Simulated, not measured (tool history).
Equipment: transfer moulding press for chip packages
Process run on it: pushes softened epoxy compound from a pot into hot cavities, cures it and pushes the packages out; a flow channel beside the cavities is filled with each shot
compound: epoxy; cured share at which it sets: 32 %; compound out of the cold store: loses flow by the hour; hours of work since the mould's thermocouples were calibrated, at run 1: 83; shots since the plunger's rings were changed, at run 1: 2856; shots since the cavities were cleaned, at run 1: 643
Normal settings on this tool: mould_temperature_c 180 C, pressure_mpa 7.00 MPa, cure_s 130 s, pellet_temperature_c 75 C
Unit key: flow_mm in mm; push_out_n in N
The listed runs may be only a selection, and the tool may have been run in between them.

| run | hour | mould_temperature_c | pressure_mpa | cure_s | pellet_temperature_c | hours of work since the mould's thermocouples were calibrated | shots since the plunger's rings were changed | shots since the cavities were cleaned | incoming compound's hours out of the cold store | flow_mm | push_out_n |
|---|---|---|---|---|---|---|---|---|---|---|---|
| 1 | 0.0 | 180 | 7.00 | 130 | 75 | 83 | 2856 | 643 | 45.3 | 844 | 204 |
| 2 | 15.4 | 180 | 7.00 | 130 | 75 | 94 | 3035 | 822 | 14.8 | 976 | 197 |
|  | 18.2 | cavities cleaned with cleaning compound and waxed |
| 3 | 37.5 | 180 | 7.00 | 130 | 75 | 110 | 3275 | 224 | 13.1 | 988 | 202 |
| 4 | 57.8 | 180 | 7.00 | 130 | 77 | 125 | 3512 | 461 | 15.1 | 970 | 204 |
| 5 | 70.3 | 180 | 7.00 | 130 | 77 | 134 | 3657 | 606 | 33.7 | 892 | 195 |
| 6 | 87.5 | 180 | 7.00 | 130 | 77 | 147 | 3857 | 806 | 34.9 | 896 | 199 |
|  | 92.9 | cavities cleaned with cleaning compound and waxed |
| 7 | 112.5 | 180 | 7.00 | 130 | 77 | 165 | 4131 | 228 | 41.8 | 872 | 201 |
| 8 | 133.5 | 180 | 7.00 | 130 | 75 | 180 | 4375 | 472 | 33.9 | 891 | 193 |
| 9 | 156.1 | 180 | 7.00 | 130 | 75 | 197 | 4639 | 736 | 20.5 | 945 | 191 |
|  | 167.5 | cavities cleaned with cleaning compound and waxed |
| 10 | 173.9 | 180 | 7.00 | 153 | 75 | 210 | 4828 | 74 | 36.3 | 904 | 171 |
| 11 | 190.8 | 180 | 7.13 | 130 | 75 | 222 | 5025 | 271 | 24.5 | 934 | 203 |
| 12 | 202.4 | 180 | 7.13 | 130 | 75 | 231 | 5160 | 406 | 14.2 | 988 | 204 |
| 13 | 221.3 | 180 | 7.13 | 130 | 75 | 245 | 5380 | 626 | 47.9 | 870 | 199 |
| 14 | 236.6 | 180 | 7.13 | 141 | 75 | 256 | 5559 | 805 | 35.6 | 902 | 190 |
|  | 241.8 | cavities cleaned with cleaning compound and waxed |
| 15 | 252.7 | 180 | 7.13 | 151 | 75 | 267 | 5729 | 127 | 30.0 | 922 | 177 |
| 16 | 271.7 | 180 | 7.13 | 151 | 75 | 281 | 5949 | 347 | 12.8 | 1003 | 173 |
| 17 | 293.5 | 183 | 7.86 | 146 | 85 | 298 | 6203 | 601 | 11.4 | 1046 | 168 |
|  | 316.1 | cavities cleaned with cleaning compound and waxed |
| 18 | 317.9 | 176 | 7.86 | 146 | 67 | 315 | 6470 | 21 | 44.0 | 928 | 196 |
|  | 331.2 | plunger's sealing rings changed |
| 19 | 342.7 | 180 | 6.57 | 130 | 67 | 332 | 134 | 281 | 23.0 | 915 | 207 |
| 20 | 367.0 | 180 | 6.57 | 130 | 67 | 350 | 417 | 564 | 37.5 | 867 | 195 |
|  | 393.1 | cavities cleaned with cleaning compound and waxed |
| 21 | 393.1 | 177 | 5.75 | 130 | 67 | 368 | 703 | 0 | 33.6 | 831 | 235 |
| 22 | 418.9 | 183 | 7.00 | 130 | 72 | 387 | 1004 | 301 | 33.7 | 881 | 166 |
| 23 | 447.2 | 178 | 5.88 | 162 | 84 | 408 | 1333 | 630 | 11.1 | 913 | 168 |
| 24 | 459.2 | 180 | 5.81 | 130 | 75 | 417 | 1473 | 770 | 21.8 | 868 | 202 |
|  | 467.7 | cavities cleaned with cleaning compound and waxed |
| 25 | 484.9 | 179 | 5.81 | 113 | 75 | 436 | 1755 | 201 | 23.3 | 864 | 271 |

Run 26, settings as shown, results not yet in. Your forecast:
| 26 | 504.9 | 180 | 6.39 | 138 | 75 | 451 | 1988 | 434 | 18.9 | ? | ? |

Logged for run 26: flow_mm 924 mm, push_out_n 183 N.
Minus the tool's unlogged condition, the same run would have read flow_mm 925 mm, push_out_n 181 N.
